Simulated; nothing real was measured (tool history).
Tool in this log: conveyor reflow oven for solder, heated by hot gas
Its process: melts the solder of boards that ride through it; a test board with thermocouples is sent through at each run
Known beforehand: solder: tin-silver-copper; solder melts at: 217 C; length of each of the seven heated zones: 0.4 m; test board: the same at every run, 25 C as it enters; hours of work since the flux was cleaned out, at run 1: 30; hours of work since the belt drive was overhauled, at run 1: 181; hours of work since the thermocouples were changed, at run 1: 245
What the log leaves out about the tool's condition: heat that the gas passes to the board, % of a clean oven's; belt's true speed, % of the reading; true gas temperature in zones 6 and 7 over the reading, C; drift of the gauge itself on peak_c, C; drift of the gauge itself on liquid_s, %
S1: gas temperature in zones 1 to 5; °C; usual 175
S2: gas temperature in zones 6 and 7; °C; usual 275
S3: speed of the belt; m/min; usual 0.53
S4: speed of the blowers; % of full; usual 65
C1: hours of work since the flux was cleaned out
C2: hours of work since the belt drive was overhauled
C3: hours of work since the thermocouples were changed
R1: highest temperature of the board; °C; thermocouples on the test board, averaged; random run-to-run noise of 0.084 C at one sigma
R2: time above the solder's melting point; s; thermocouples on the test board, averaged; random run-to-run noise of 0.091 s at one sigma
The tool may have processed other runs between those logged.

{"run": 1, "hour": 0.0, "S1": 175, "S2": 275, "S3": 0.53, "S4": 65, "C1": 30, "C2": 181, "C3": 245, "R1": 263.05, "R2": 77.21}
{"run": 2, "hour": 6.5, "S1": 175, "S2": 275, "S3": 0.53, "S4": 65, "C1": 35, "C2": 186, "C3": 250, "R1": 263.26, "R2": 77.22}
{"run": 3, "hour": 13.6, "S1": 175, "S2": 275, "S3": 0.53, "S4": 65, "C1": 41, "C2": 191, "C3": 255, "R1": 263.11, "R2": 77.11}
{"run": 4, "hour": 20.1, "S1": 175, "S2": 275, "S3": 0.576, "S4": 65, "C1": 46, "C2": 196, "C3": 260, "R1": 260.64, "R2": 69.23}
{"run": 5, "hour": 25.3, "S1": 175, "S2": 275, "S3": 0.53, "S4": 58, "C1": 50, "C2": 200, "C3": 264, "R1": 261.65, "R2": 76.32}
{"run": 6, "hour": 35.7, "S1": 175, "S2": 275, "S3": 0.53, "S4": 61, "C1": 58, "C2": 208, "C3": 272, "R1": 262.57, "R2": 76.79}
{"run": 7, "hour": 46.4, "S1": 175, "S2": 275, "S3": 0.53, "S4": 61, "C1": 66, "C2": 216, "C3": 280, "R1": 262.63, "R2": 76.72}
{"run": 8, "hour": 58.7, "S1": 175, "S2": 275, "S3": 0.53, "S4": 61, "C1": 75, "C2": 226, "C3": 290, "R1": 262.52, "R2": 76.81}
{"run": 9, "hour": 71.0, "S1": 175, "S2": 275, "S3": 0.53, "S4": 65, "C1": 85, "C2": 235, "C3": 299, "R1": 263, "R2": 77.12}
{"run": 10, "hour": 77.1, "S1": 175, "S2": 275, "S3": 0.53, "S4": 65, "C1": 90, "C2": 240, "C3": 304, "R1": 263.14, "R2": 77.27}
{"run": 11, "hour": 84.0, "S1": 178, "S2": 275, "S3": 0.53, "S4": 65, "C1": 95, "C2": 245, "C3": 309, "R1": 263.53, "R2": 78.85}
{"run": 12, "hour": 93.0, "S1": 178, "S2": 275, "S3": 0.53, "S4": 65, "C1": 102, "C2": 252, "C3": 316, "R1": 263.69, "R2": 78.77}
{"run": 13, "hour": 101.5, "S1": 178, "S2": 275, "S3": 0.53, "S4": 65, "C1": 108, "C2": 259, "C3": 323, "R1": 263.5, "R2": 78.6}
{"hour": 106.6, "done": "belt drive overhauled, speed set with a stopwatch"}
{"run": 14, "hour": 114.4, "S1": 178, "S2": 275, "S3": 0.53, "S4": 65, "C1": 115, "C2": 6, "C3": 330, "R1": 263.72, "R2": 78.95}
{"run": 15, "hour": 123.8, "S1": 175, "S2": 275, "S3": 0.53, "S4": 65, "C1": 122, "C2": 13, "C3": 337, "R1": 263.25, "R2": 77.42}
{"run": 16, "hour": 128.9, "S1": 175, "S2": 275, "S3": 0.553, "S4": 65, "C1": 126, "C2": 17, "C3": 341, "R1": 261.8, "R2": 73.21}
{"run": 17, "hour": 139.7, "S1": 175, "S2": 286, "S3": 0.423, "S4": 68, "C1": 134, "C2": 25, "C3": 349, "R1": 279.59, "R2": 107.97}
{"run": 18, "hour": 150.4, "S1": 165, "S2": 285, "S3": 0.435, "S4": 68, "C1": 143, "C2": 34, "C3": 357, "R1": 277.25, "R2": 99.97}
{"hour": 156.8, "done": "belt drive overhauled, speed set with a stopwatch, once more"}
{"run": 19, "hour": 160.1, "S1": 165, "S2": 285, "S3": 0.472, "S4": 68, "C1": 147, "C2": 2, "C3": 361, "R1": 274.91, "R2": 90.34}
{"run": 20, "hour": 170.6, "S1": 165, "S2": 285, "S3": 0.472, "S4": 68, "C1": 155, "C2": 11, "C3": 370, "R1": 275.02, "R2": 90.51}
{"run": 21, "hour": 179.3, "S1": 165, "S2": 282, "S3": 0.461, "S4": 51, "C1": 162, "C2": 17, "C3": 376, "R1": 269.85, "R2": 89.44}
{"run": 22, "hour": 185.6, "S1": 188, "S2": 282, "S3": 0.461, "S4": 51, "C1": 167, "C2": 22, "C3": 381, "R1": 272.67, "R2": 100.78}
{"run": 23, "hour": 191.4, "S1": 176, "S2": 281, "S3": 0.433, "S4": 66, "C1": 171, "C2": 27, "C3": 385, "R1": 274.02, "R2": 102.63}
{"run": 24, "hour": 200.8, "S1": 176, "S2": 281, "S3": 0.433, "S4": 66, "C1": 178, "C2": 34, "C3": 393, "R1": 273.97, "R2": 102.61}
{"run": 25, "hour": 206.7, "S1": 175, "S2": 286, "S3": 0.53, "S4": 65, "C1": 183, "C2": 38, "C3": 397, "R1": 273.23, "R2": 82.55}
{"run": 26, "hour": 216.7, "S1": 175, "S2": 286, "S3": 0.53, "S4": 65, "C1": 191, "C2": 46, "C3": 405, "R1": 273.27, "R2": 82.63}
{"run": 27, "hour": 222.5, "S1": 180, "S2": 282, "S3": 0.53, "S4": 65, "C1": 195, "C2": 50, "C3": 409, "R1": 270.13, "R2": 83.03}
{"run": 28, "hour": 231.2, "S1": 180, "S2": 282, "S3": 0.53, "S4": 65, "C1": 202, "C2": 57, "C3": 416, "R1": 270.15, "R2": 82.9}
{"run": 29, "hour": 238.1, "S1": 180, "S2": 275, "S3": 0.53, "S4": 65, "C1": 207, "C2": 62, "C3": 421, "R1": 263.72, "R2": 79.53}
{"run": 30, "hour": 244.2, "S1": 180, "S2": 275, "S3": 0.487, "S4": 65, "C1": 212, "C2": 67, "C3": 426, "R1": 265.84, "R2": 88.26}

Predict each of these 5 candidate next runs independently; none follows another, all start after run 30:
{"run": "A", "hour": 256.3, "S1": 180, "S2": 273, "S3": 0.487, "S4": 54, "C1": 221, "C2": 76, "C3": 435, "R1": "?", "R2": "?"}
{"run": "B", "hour": 256.3, "S1": 179, "S2": 275, "S3": 0.53, "S4": 56, "C1": 221, "C2": 76, "C3": 435, "R1": "?", "R2": "?"}
{"run": "C", "hour": 256.3, "S1": 180, "S2": 267, "S3": 0.512, "S4": 65, "C1": 221, "C2": 76, "C3": 435, "R1": "?", "R2": "?"}
{"run": "D", "hour": 256.3, "S1": 175, "S2": 280, "S3": 0.487, "S4": 73, "C1": 221, "C2": 76, "C3": 435, "R1": "?", "R2": "?"}
{"run": "E", "hour": 256.3, "S1": 188, "S2": 275, "S3": 0.639, "S4": 76, "C1": 221, "C2": 76, "C3": 435, "R1": "?", "R2": "?"}

run=A R1=262.45 R2=85.89
run=B R1=262.1 R2=77.89
run=C R1=257.19 R2=78.22
run=D R1=271 R2=89.11
run=E R1=260.95 R2=66.97
Had the tool no hidden state, the same runs would have come out as:
run=A R1=262.15 R2=85.75
run=B R1=261.9 R2=77.83
run=C R1=256.94 R2=78.19
run=D R1=270.77 R2=89
run=E R1=260.96 R2=67.05
